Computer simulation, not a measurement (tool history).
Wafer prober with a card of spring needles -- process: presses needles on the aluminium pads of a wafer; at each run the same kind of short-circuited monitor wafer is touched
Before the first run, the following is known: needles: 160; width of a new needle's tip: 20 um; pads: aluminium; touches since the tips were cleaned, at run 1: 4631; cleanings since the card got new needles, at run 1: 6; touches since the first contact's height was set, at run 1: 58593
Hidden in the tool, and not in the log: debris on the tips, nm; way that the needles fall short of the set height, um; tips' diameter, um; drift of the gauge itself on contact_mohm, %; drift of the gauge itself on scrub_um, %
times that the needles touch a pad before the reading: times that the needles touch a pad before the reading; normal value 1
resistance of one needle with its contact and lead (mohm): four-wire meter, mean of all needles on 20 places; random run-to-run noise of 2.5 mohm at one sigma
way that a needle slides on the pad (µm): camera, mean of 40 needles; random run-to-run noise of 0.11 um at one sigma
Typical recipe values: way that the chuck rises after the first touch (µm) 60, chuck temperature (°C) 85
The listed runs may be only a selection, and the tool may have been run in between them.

run   hour  way that the chuck rises after the first touch (µm)  chuck temperature (°C)  times that the needles touch a pad before the reading  touches since the tips were cleaned  cleanings since the card got new needles  touches since the first contact's height was set  resistance of one needle with its contact and lead (mohm)  way that a needle slides on the pad (µm)
  1      0                                                   60                      85                                                      1                                 4631                                         6                                             58593                                                        326                                     14.47
  2    7.7                                                   60                      85                                                      1                                 7995                                         6                                             61957                                                        344                                     14.44
       9.5  -- tips cleaned on abrasive film
  3     17                                                   60                      85                                                      1                                 3294                                         7                                             65997                                                        359                                     14.53
  4   22.2                                                   60                      85                                                      1                                 5557                                         7                                             68260                                                        362                                     14.39
      29.5  -- tips cleaned on abrasive film
  5   29.5                                                   60                      85                                                      1                                    0                                         8                                             71434                                                        293                                     14.37
  6   37.7                                                   60                      85                                                      1                                 3564                                         8                                             74998                                                        327                                     14.29
  7   46.5                                                   79                      85                                                      1                                 7458                                         8                                             78892                                                        317                                     18.88
      49.9  -- tips cleaned on abrasive film
  8   54.4                                                   60                      85                                                      1                                 1953                                         9                                             82280                                                        312                                     14.31
      60.8  -- tips cleaned on abrasive film, once more
  9     62                                                   60                      85                                                      1                                  535                                        10                                             85573                                                        298                                     14.39
 10   71.3                                                   60                      85                                                      1                                 4590                                        10                                             89628                                                        334                                     14.42
 11   78.1                                                   60                      61                                                      1                                 7610                                        10                                             92648                                                        333                                      14.4
      81.1  -- tips cleaned on abrasive film
 12   83.4                                                   60                      85                                                      1                                 1017                                        11                                             94893                                                        306                                     14.46
 13   89.9                                                   60                      85                                                      3                                 3889                                        11                                             97765                                                        306                                     14.33
 14   99.4                                                   69                      85                                                      1                                 8031                                        11                                            101907                                                        330                                     16.52
     101.1  -- tips cleaned on abrasive film
 15  104.1                                                   69                      85                                                      1                                 1303                                        12                                            103925                                                        298                                     16.51
 16  109.6                                                   60                      85                                                      1                                 3706                                        12                                            106328                                                        328                                     14.43
 17  117.5                                                   60                      85                                                      1                                 7163                                        12                                            109785                                                        345                                     14.38
     121.1  -- tips cleaned on abrasive film
 18  126.1                                                   60                      85                                                      1                                 2219                                        13                                            113531                                                        319                                     14.35
 19  131.7                                                   67                      85                                                      1                                 4659                                        13                                            115971                                                        321                                     16.14
 20  137.9                                                   51                      86                                                      1                                 7394                                        13                                            118706                                                        371                                     12.05

Run 21 is up next; what results do you expect?
     141.1  -- tips cleaned on abrasive film
 21  147.9                                                   60                      85                                                      2                                 2995                                        14                                            123045                                                          ?                                         ?

{"run 21": {"resistance of one needle with its contact and lead (mohm)": 311, "way that a needle slides on the pad (µm)": 14.2}}
Had the tool carried no hidden state, the very same run would have given resistance of one needle with its contact and lead (mohm) 288, way that a needle slides on the pad (µm) 14.69.
